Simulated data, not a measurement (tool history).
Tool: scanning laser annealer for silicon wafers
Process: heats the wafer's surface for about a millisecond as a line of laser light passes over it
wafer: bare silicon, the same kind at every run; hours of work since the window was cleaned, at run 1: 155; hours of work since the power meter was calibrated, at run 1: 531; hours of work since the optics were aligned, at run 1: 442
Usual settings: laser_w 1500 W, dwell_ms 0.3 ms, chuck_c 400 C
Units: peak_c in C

run,hour,laser_w,dwell_ms,chuck_c,hours of work since the window was cleaned,hours of work since the power meter was calibrated,hours of work since the optics were aligned,peak_c
1,0,1500,0.3,400,155,531,442,1148
2,30.2,1500,0.3,407,177,553,464,1157
3,50.5,1500,0.3,400,192,568,479,1145
4,90.1,1500,0.3,400,221,597,508,1142
5,132.4,1356,0.3,400,251,628,539,1074
6,165,1500,0.3,400,275,652,563,1141
7,193.4,1500,0.3,433,296,673,583,1171
8,229.5,1500,0.3,427,322,699,610,1166
9,256.2,1500,0.3,427,342,718,629,1165
# hour 266.6: window over the wafer cleaned
10,291.9,1500,0.3,427,18,743,654,1181
11,320.7,1500,0.3,440,40,764,675,1198
12,337.9,1500,0.3,440,52,777,688,1196
13,374.1,1500,0.3,400,79,803,714,1151
14,395.8,1500,0.3,400,94,819,730,1150
15,415.8,1500,0.3,400,109,834,744,1148
16,453,1500,0.3,400,136,861,772,1148
17,490.2,1500,0.3,400,163,888,799,1146
18,521.3,1500,0.3,400,186,911,821,1148
19,554.2,1341,0.3,400,210,935,845,1071
20,575.9,1341,0.3,400,226,951,861,1068
21,593.2,1341,0.3,400,239,963,874,1065
22,625.4,1341,0.3,400,262,987,898,1063
# hour 632.8: optics aligned, line set to its width
23,664.2,1313,0.285,376,287,1011,23,1007
24,689.2,1436,0.3,418,305,1030,41,1121
25,721.9,1497,0.3,374,329,1054,65,1105
# hour 733.6: optics aligned, line set to its width, once more
# hour 754.2: window over the wafer cleaned
26,765.4,1497,0.3,374,8,1080,22,1132
27,791.1,1497,0.3,423,27,1099,41,1177
28,831.3,1301,0.3,362,56,1128,70,1023
29,873.6,1301,0.234,362,87,1159,101,944
30,904.8,1299,0.234,362,110,1182,124,939
31,946.5,1359,0.234,362,140,1213,154,966
32,980.9,1499,0.235,436,166,1238,179,1100
33,1005.3,1499,0.31,379,183,1255,197,1138
34,1029.9,1316,0.31,385,201,1273,215,1051
35,1056.2,1482,0.359,410,221,1293,234,1211
36,1075.1,1543,0.255,363,234,1306,248,1068
37,1109.8,1543,0.282,400,260,1332,273,1137
38,1148.2,1510,0.361,389,288,1360,301,1202
39,1166.8,1510,0.361,389,301,1373,315,1201
40,1191.1,1324,0.317,399,319,1391,333,1071

Hidden state or all else? Some run-to-run changes of peak_c, split into what the settings, what came in and random variation would give without the hidden state, and what is left for the hidden state (with any gauge scatter that isn't in both results):
The hidden state here: light that passes the window, % of a clean one's; laser's true power over the reading, %; width of the line over the set one, %; drift of the gauge itself on peak_c, C.
Run 9 -> 10: window over the wafer cleaned. peak_c +16 C: hidden state +21, all else -5.
Run 25 -> 26: optics aligned, line set to its width, once more, window over the wafer cleaned. peak_c +27 C: hidden state +25, all else +2.
Run 27 -> 28: laser_w 1497 -> 1301, chuck_c 423 -> 362. peak_c -154 C: hidden state +0, all else -154.
Run 34 -> 35: laser_w 1316 -> 1482, dwell_ms 0.31 -> 0.359, chuck_c 385 -> 410. peak_c +160 C: hidden state -5, all else +165.
Run 35 -> 36: laser_w 1482 -> 1543, dwell_ms 0.359 -> 0.255, chuck_c 410 -> 363. peak_c -143 C: hidden state +2, all else -145.

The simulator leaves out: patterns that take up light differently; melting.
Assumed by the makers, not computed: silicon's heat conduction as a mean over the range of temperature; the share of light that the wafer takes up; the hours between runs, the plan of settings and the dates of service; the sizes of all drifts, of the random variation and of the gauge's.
